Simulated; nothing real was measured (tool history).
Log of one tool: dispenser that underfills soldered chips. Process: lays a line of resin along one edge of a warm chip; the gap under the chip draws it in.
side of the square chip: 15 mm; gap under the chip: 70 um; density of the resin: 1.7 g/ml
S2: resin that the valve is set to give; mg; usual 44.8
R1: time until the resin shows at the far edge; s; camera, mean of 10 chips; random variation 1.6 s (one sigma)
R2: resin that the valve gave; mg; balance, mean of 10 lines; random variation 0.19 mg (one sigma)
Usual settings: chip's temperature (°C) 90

{"run": 1, "day": 0.0, "chip's temperature (°C)": 90, "S2": 44.8, "R1": 160.7, "R2": 44.7}
{"run": 2, "day": 0.154, "chip's temperature (°C)": 90, "S2": 44.8, "R1": 172.8, "R2": 44.53}
{"run": 3, "day": 0.383, "chip's temperature (°C)": 90, "S2": 44.8, "R1": 193.8, "R2": 44.15}
{"day": 0.417, "done": "new syringe of resin"}
{"run": 4, "day": 0.554, "chip's temperature (°C)": 90, "S2": 44.8, "R1": 173.7, "R2": 44.46}
{"run": 5, "day": 0.7, "chip's temperature (°C)": 90, "S2": 44.8, "R1": 183.3, "R2": 44.39}
{"day": 0.829, "done": "new syringe of resin"}
{"run": 6, "day": 0.933, "chip's temperature (°C)": 90, "S2": 44.8, "R1": 170.6, "R2": 43.91}
{"run": 7, "day": 1.092, "chip's temperature (°C)": 90, "S2": 44.8, "R1": 186.1, "R2": 43.8}
{"day": 1.246, "done": "new syringe of resin"}
{"run": 8, "day": 1.283, "chip's temperature (°C)": 90, "S2": 44.8, "R1": 161.9, "R2": 43.67}
{"run": 9, "day": 1.446, "chip's temperature (°C)": 90, "S2": 38.9, "R1": 182.3, "R2": 37.86}
{"run": 10, "day": 1.579, "chip's temperature (°C)": 90, "S2": 38.9, "R1": 194.2, "R2": 38.12}
{"day": 1.679, "done": "new syringe of resin"}
{"run": 11, "day": 1.712, "chip's temperature (°C)": 96, "S2": 54.5, "R1": 121.7, "R2": 53.39}
{"run": 12, "day": 1.958, "chip's temperature (°C)": 82, "S2": 45.2, "R1": 273, "R2": 44.13}
{"day": 2.104, "done": "new syringe of resin"}
{"run": 13, "day": 2.225, "chip's temperature (°C)": 82, "S2": 45.2, "R1": 260, "R2": 43.67}
{"run": 14, "day": 2.35, "chip's temperature (°C)": 79, "S2": 51.4, "R1": 316.4, "R2": 49.95}
{"day": 2.525, "done": "new syringe of resin"}
{"run": 15, "day": 2.538, "chip's temperature (°C)": 90, "S2": 58.1, "R1": 158.8, "R2": 56.44}
{"run": 16, "day": 2.8, "chip's temperature (°C)": 81, "S2": 54.2, "R1": 290.2, "R2": 51.91}
{"day": 2.942, "done": "new syringe of resin"}
{"run": 17, "day": 2.95, "chip's temperature (°C)": 79, "S2": 42.7, "R1": 286.4, "R2": 40.98}
{"run": 18, "day": 3.179, "chip's temperature (°C)": 90, "S2": 54, "R1": 179.8, "R2": 52.34}
{"day": 3.371, "done": "new syringe of resin"}
{"run": 19, "day": 3.396, "chip's temperature (°C)": 83, "S2": 45.5, "R1": 237.6, "R2": 43.81}
{"run": 20, "day": 3.612, "chip's temperature (°C)": 91, "S2": 54.5, "R1": 169.8, "R2": 52.28}

Forecast each of these 5 alternatives for the next run:
{"day": 3.796, "done": "new syringe of resin"}
{"run": "A", "day": 3.842, "chip's temperature (°C)": 99, "S2": 45.2, "R1": "?", "R2": "?"}
{"day": 3.796, "done": "new syringe of resin"}
{"run": "B", "day": 3.842, "chip's temperature (°C)": 78, "S2": 43.7, "R1": "?", "R2": "?"}
{"day": 3.796, "done": "new syringe of resin"}
{"run": "C", "day": 3.842, "chip's temperature (°C)": 104, "S2": 41.4, "R1": "?", "R2": "?"}
{"day": 3.796, "done": "new syringe of resin"}
{"run": "D", "day": 3.842, "chip's temperature (°C)": 98, "S2": 47.1, "R1": "?", "R2": "?"}
{"day": 3.796, "done": "new syringe of resin"}
{"run": "E", "day": 3.842, "chip's temperature (°C)": 85, "S2": 41.6, "R1": "?", "R2": "?"}

run=A R1=107.3 R2=43.89
run=B R1=306 R2=41.79
run=C R1=86.2 R2=39.79
run=D R1=112.7 R2=45.13
run=E R1=213.4 R2=39.85
Without the tool's hidden state the same runs would have given:
run=A R1=99.6 R2=45.82
run=B R1=282.3 R2=43.63
run=C R1=79.9 R2=41.54
run=D R1=104.7 R2=47.11
run=E R1=197 R2=41.6

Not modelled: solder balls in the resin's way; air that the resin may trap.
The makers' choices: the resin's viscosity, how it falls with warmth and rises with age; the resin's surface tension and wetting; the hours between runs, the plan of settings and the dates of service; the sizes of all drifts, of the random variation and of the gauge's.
